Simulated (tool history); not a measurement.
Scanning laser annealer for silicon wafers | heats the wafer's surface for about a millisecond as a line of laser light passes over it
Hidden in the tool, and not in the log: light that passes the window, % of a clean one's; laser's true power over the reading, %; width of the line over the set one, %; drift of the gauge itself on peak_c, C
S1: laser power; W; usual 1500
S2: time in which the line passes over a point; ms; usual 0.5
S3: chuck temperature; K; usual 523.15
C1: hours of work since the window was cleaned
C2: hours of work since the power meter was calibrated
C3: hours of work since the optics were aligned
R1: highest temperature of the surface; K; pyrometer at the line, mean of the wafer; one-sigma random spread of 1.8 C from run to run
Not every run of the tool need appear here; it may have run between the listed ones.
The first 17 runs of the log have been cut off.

{"run": 18, "hour": 916.4, "S1": 1529, "S2": 0.5, "S3": 523.15, "C1": 124, "C2": 2010, "C3": 553, "R1": 1294.15}
{"run": 19, "hour": 979.8, "S1": 1500, "S2": 0.5, "S3": 523.15, "C1": 164, "C2": 2050, "C3": 592, "R1": 1277.15}
{"run": 20, "hour": 1057.5, "S1": 1500, "S2": 0.5, "S3": 523.15, "C1": 212, "C2": 2098, "C3": 640, "R1": 1279.15}
{"run": 21, "hour": 1118.3, "S1": 1500, "S2": 0.5, "S3": 523.15, "C1": 249, "C2": 2135, "C3": 678, "R1": 1280.15}
{"run": 22, "hour": 1184.5, "S1": 1500, "S2": 0.5, "S3": 523.15, "C1": 290, "C2": 2176, "C3": 719, "R1": 1277.15}
{"run": 23, "hour": 1254.6, "S1": 1479, "S2": 0.5, "S3": 523.15, "C1": 334, "C2": 2220, "C3": 762, "R1": 1268.15}
{"run": 24, "hour": 1299.8, "S1": 1642, "S2": 0.371, "S3": 557.15, "C1": 362, "C2": 2248, "C3": 790, "R1": 1280.15}
{"run": 25, "hour": 1347.8, "S1": 1453, "S2": 0.5, "S3": 557.15, "C1": 391, "C2": 2277, "C3": 820, "R1": 1289.15}
{"run": 26, "hour": 1385.2, "S1": 1500, "S2": 0.374, "S3": 523.15, "C1": 414, "C2": 2301, "C3": 843, "R1": 1179.15}
{"run": 27, "hour": 1462.8, "S1": 1450, "S2": 0.565, "S3": 553.15, "C1": 463, "C2": 2349, "C3": 891, "R1": 1328.15}
{"run": 28, "hour": 1514.6, "S1": 1614, "S2": 0.565, "S3": 553.15, "C1": 495, "C2": 2381, "C3": 923, "R1": 1418.15}
{"run": 29, "hour": 1566.5, "S1": 1614, "S2": 0.565, "S3": 553.15, "C1": 527, "C2": 2413, "C3": 955, "R1": 1419.15}
{"run": 30, "hour": 1615.6, "S1": 1614, "S2": 0.565, "S3": 553.15, "C1": 557, "C2": 2443, "C3": 986, "R1": 1417.15}
{"run": 31, "hour": 1652.6, "S1": 1614, "S2": 0.565, "S3": 553.15, "C1": 580, "C2": 2466, "C3": 1009, "R1": 1415.15}
{"run": 32, "hour": 1707.7, "S1": 1614, "S2": 0.581, "S3": 553.15, "C1": 614, "C2": 2500, "C3": 1043, "R1": 1428.15}
{"run": 33, "hour": 1747.7, "S1": 1500, "S2": 0.506, "S3": 523.15, "C1": 639, "C2": 2525, "C3": 1068, "R1": 1281.15}
{"run": 34, "hour": 1809.0, "S1": 1500, "S2": 0.506, "S3": 523.15, "C1": 677, "C2": 2563, "C3": 1106, "R1": 1280.15}
{"run": 35, "hour": 1846.9, "S1": 1544, "S2": 0.5, "S3": 531.15, "C1": 700, "C2": 2586, "C3": 1129, "R1": 1313.15}
{"run": 36, "hour": 1902.4, "S1": 1500, "S2": 0.565, "S3": 519.15, "C1": 735, "C2": 2621, "C3": 1163, "R1": 1318.15}
{"run": 37, "hour": 1983.5, "S1": 1473, "S2": 0.5, "S3": 523.15, "C1": 785, "C2": 2671, "C3": 1214, "R1": 1264.15}
{"run": 38, "hour": 2032.0, "S1": 1473, "S2": 0.5, "S3": 523.15, "C1": 815, "C2": 2701, "C3": 1244, "R1": 1264.15}
{"hour": 2055.6, "done": "window over the wafer cleaned"}
{"run": 39, "hour": 2106.4, "S1": 1473, "S2": 0.5, "S3": 523.15, "C1": 31, "C2": 2746, "C3": 1288, "R1": 1265.15}
{"hour": 2116.5, "done": "optics aligned, line set to its width"}
{"run": 40, "hour": 2171.3, "S1": 1281, "S2": 0.432, "S3": 552.15, "C1": 68, "C2": 2783, "C3": 34, "R1": 1152.15}
{"run": 41, "hour": 2235.4, "S1": 1396, "S2": 0.48, "S3": 523.15, "C1": 108, "C2": 2822, "C3": 74, "R1": 1209.15}

Below are 4 alternative next runs, each starting from the tool's condition after run 41. Predict each:
{"run": "A", "hour": 2280.7, "S1": 1293, "S2": 0.5, "S3": 555.15, "C1": 136, "C2": 2851, "C3": 102, "R1": "?"}
{"run": "B", "hour": 2280.7, "S1": 1396, "S2": 0.474, "S3": 523.15, "C1": 136, "C2": 2851, "C3": 102, "R1": "?"}
{"run": "C", "hour": 2280.7, "S1": 1511, "S2": 0.519, "S3": 523.15, "C1": 136, "C2": 2851, "C3": 102, "R1": "?"}
{"run": "D", "hour": 2280.7, "S1": 1500, "S2": 0.5, "S3": 561.15, "C1": 136, "C2": 2851, "C3": 102, "R1": "?"}

run=A R1=1205.15
run=B R1=1209.15
run=C R1=1299.15
run=D R1=1320.15
Stripped of hidden state, with their random variation kept, the same runs would have yielded:
run=A R1=1205.15
run=B R1=1209.15
run=C R1=1300.15
run=D R1=1321.15
